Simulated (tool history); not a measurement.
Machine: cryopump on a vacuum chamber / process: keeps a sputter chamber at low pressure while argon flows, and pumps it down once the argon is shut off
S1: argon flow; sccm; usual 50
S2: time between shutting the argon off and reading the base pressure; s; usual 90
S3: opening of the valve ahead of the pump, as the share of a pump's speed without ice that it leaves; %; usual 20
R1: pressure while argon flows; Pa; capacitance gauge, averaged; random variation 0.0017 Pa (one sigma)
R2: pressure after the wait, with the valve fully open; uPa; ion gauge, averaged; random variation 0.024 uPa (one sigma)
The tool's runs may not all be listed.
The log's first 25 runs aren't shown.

run   hour  S1   S2  S3      R1    R2
 26  311.8  87  213  46  0.3219  1.69
 27  319.2  87  213  46  0.3182  1.69
 28  334.2  57  211  24  0.3936  1.74
 29  349.0  22  244  30  0.1229  1.63
 30  366.7  36  244  24  0.2481  1.71
 31  377.6  36  244  24  0.2500  1.60
 32  391.3  68  244  17  0.6546  1.70
 33  403.5  68   47  59  0.1983  2.56
 34  414.1  70   90  51  0.2355  2.05

Forecast each of these 4 alternatives for the next run:
  A  423.4  89   34  53   ?   ?
  B  423.4  21   57  17   ?   ?
  C  423.4  50  168  41   ?   ?
  D  423.4  70   91  51   ?   ?

run      R1    R2
  A  0.2900  3.04
  B  0.2023  2.34
  C  0.2085  1.77
  D  0.2358  2.00
Take away the tool's hidden state, keep each run's random variation, and the runs would have read:
run      R1    R2
  A  0.2720  1.86
  B  0.1981  1.20
  C  0.1984  0.61
  D  0.2217  0.84
